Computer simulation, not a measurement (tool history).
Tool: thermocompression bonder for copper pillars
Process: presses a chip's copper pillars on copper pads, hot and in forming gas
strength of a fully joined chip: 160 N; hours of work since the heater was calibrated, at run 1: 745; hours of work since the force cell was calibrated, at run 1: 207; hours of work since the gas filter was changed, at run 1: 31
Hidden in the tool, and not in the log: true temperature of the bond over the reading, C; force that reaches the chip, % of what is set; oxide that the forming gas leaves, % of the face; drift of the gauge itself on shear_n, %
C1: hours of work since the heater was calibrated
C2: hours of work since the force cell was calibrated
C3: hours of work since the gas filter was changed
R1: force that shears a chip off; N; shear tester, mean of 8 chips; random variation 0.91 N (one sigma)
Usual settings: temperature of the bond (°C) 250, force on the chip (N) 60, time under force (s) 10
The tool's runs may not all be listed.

{"run": 1, "hour": 0.0, "temperature of the bond (°C)": 250, "force on the chip (N)": 60, "time under force (s)": 10, "C1": 745, "C2": 207, "C3": 31, "R1": 111.5}
{"run": 2, "hour": 18.3, "temperature of the bond (°C)": 236, "force on the chip (N)": 60, "time under force (s)": 10, "C1": 757, "C2": 219, "C3": 43, "R1": 95.0}
{"run": 3, "hour": 32.1, "temperature of the bond (°C)": 236, "force on the chip (N)": 60, "time under force (s)": 10, "C1": 767, "C2": 228, "C3": 52, "R1": 93.5}
{"run": 4, "hour": 51.3, "temperature of the bond (°C)": 250, "force on the chip (N)": 36, "time under force (s)": 10, "C1": 779, "C2": 241, "C3": 65, "R1": 87.8}
{"run": 5, "hour": 68.0, "temperature of the bond (°C)": 224, "force on the chip (N)": 60, "time under force (s)": 10, "C1": 791, "C2": 252, "C3": 76, "R1": 78.5}
{"run": 6, "hour": 88.9, "temperature of the bond (°C)": 250, "force on the chip (N)": 60, "time under force (s)": 10, "C1": 805, "C2": 266, "C3": 90, "R1": 111.1}
{"run": 7, "hour": 101.2, "temperature of the bond (°C)": 245, "force on the chip (N)": 43, "time under force (s)": 11, "C1": 813, "C2": 274, "C3": 98, "R1": 93.4}
{"hour": 106.7, "done": "forming gas filter changed"}
{"run": 8, "hour": 112.1, "temperature of the bond (°C)": 250, "force on the chip (N)": 53, "time under force (s)": 10, "C1": 820, "C2": 281, "C3": 4, "R1": 106.4}
{"run": 9, "hour": 132.5, "temperature of the bond (°C)": 250, "force on the chip (N)": 53, "time under force (s)": 10, "C1": 833, "C2": 295, "C3": 17, "R1": 106.4}
{"run": 10, "hour": 152.4, "temperature of the bond (°C)": 233, "force on the chip (N)": 53, "time under force (s)": 10, "C1": 847, "C2": 308, "C3": 31, "R1": 85.7}
{"run": 11, "hour": 170.1, "temperature of the bond (°C)": 225, "force on the chip (N)": 89, "time under force (s)": 9, "C1": 858, "C2": 320, "C3": 42, "R1": 93.5}

3 ways to go on from here, each from the tool as it stands after run 11. What would each give?
{"run": "A", "hour": 178.9, "temperature of the bond (°C)": 250, "force on the chip (N)": 52, "time under force (s)": 23, "C1": 864, "C2": 326, "C3": 48, "R1": "?"}
{"run": "B", "hour": 178.9, "temperature of the bond (°C)": 255, "force on the chip (N)": 46, "time under force (s)": 11, "C1": 864, "C2": 326, "C3": 48, "R1": "?"}
{"run": "C", "hour": 178.9, "temperature of the bond (°C)": 270, "force on the chip (N)": 59, "time under force (s)": 30, "C1": 864, "C2": 326, "C3": 48, "R1": "?"}

run=A R1=126.4
run=B R1=107.7
run=C R1=151.0
Without the tool's hidden state the same runs would have given:
run=A R1=126.6
run=B R1=107.9
run=C R1=151.2
